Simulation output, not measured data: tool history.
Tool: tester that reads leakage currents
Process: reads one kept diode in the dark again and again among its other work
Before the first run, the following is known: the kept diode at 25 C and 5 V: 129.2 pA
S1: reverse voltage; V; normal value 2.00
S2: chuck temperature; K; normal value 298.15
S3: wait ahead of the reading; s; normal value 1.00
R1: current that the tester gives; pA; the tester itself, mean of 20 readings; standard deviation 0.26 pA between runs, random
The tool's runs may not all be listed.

run    hour     S1      S2    S3      R1
  1     0.0   2.00  298.15  1.00   83.76
  2   201.5   2.00  298.15  1.00   83.28
  3   325.5   2.00  298.15  1.00   82.82
  4   504.3   2.00  298.15  1.00   82.21
      587.2  -- tester calibrated
      693.4  -- probe card cleaned and baked
  5   724.7   1.96  298.15  1.00   77.74
  6   833.6  17.52  298.15  1.00  215.93
  7  1093.9  17.52  298.15  1.00  216.51
  8  1270.9  17.52  298.15  1.00  218.14

Run 9 is up next; what results do you expect?
     1452.1  -- chuck's temperature calibrated
  9  1461.9  3.06  327.15  0.49   ?

Run 9 gave R1 981.17 pA.
If the tool had no hidden condition, the same run with the same run-to-run variation would have returned R1 1102.70 pA.

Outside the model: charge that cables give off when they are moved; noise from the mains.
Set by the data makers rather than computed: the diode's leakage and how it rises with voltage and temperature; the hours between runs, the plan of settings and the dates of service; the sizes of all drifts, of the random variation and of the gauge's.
